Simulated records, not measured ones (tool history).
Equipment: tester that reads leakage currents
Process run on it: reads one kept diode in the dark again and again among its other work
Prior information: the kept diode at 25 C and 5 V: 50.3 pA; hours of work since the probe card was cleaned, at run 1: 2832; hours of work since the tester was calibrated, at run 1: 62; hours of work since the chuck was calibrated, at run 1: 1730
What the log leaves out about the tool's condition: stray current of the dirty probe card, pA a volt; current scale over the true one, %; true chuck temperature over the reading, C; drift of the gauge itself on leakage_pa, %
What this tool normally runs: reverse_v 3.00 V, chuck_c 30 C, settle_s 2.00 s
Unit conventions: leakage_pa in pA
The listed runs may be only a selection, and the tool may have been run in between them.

run,hour,reverse_v,chuck_c,settle_s,hours of work since the probe card was cleaned,hours of work since the tester was calibrated,hours of work since the chuck was calibrated,leakage_pa
1,0.0,3.00,30,2.00,2832,62,1730,56.94
2,93.2,3.00,30,2.00,2877,107,1774,56.79
3,186.9,3.00,30,2.00,2922,151,1819,56.76
# hour 216.7: probe card cleaned and baked
4,257.4,1.56,30,2.00,19,184,1851,38.66
5,383.2,3.31,30,2.00,79,244,1911,59.90
6,446.0,3.31,30,2.00,109,274,1941,60.05
7,570.2,3.31,30,2.00,169,333,2001,60.30
# hour 599.3: chuck's temperature calibrated
8,688.6,3.00,30,2.00,224,388,43,56.87
9,755.8,3.14,30,2.00,256,420,75,58.55
10,843.2,3.14,30,2.00,298,462,116,58.30
11,970.1,3.14,30,2.00,358,523,177,58.11
12,1076.4,3.14,30,2.00,409,573,228,58.11
13,1149.2,3.14,30,2.00,444,608,262,58.54
14,1248.8,3.00,30,2.78,491,655,310,56.30
15,1362.4,3.00,30,0.60,545,710,364,57.98
16,1484.2,1.09,44,5.36,604,768,422,91.34

Run 17 comes next. What will it give?
17,1612.1,17.30,52,1.11,664,829,483,?

{"run 17": {"leakage_pa": 824.06}}
Take away the tool's hidden state, keep the run-to-run variation as it was, and the same run would have given leakage_pa 823.88 pA.
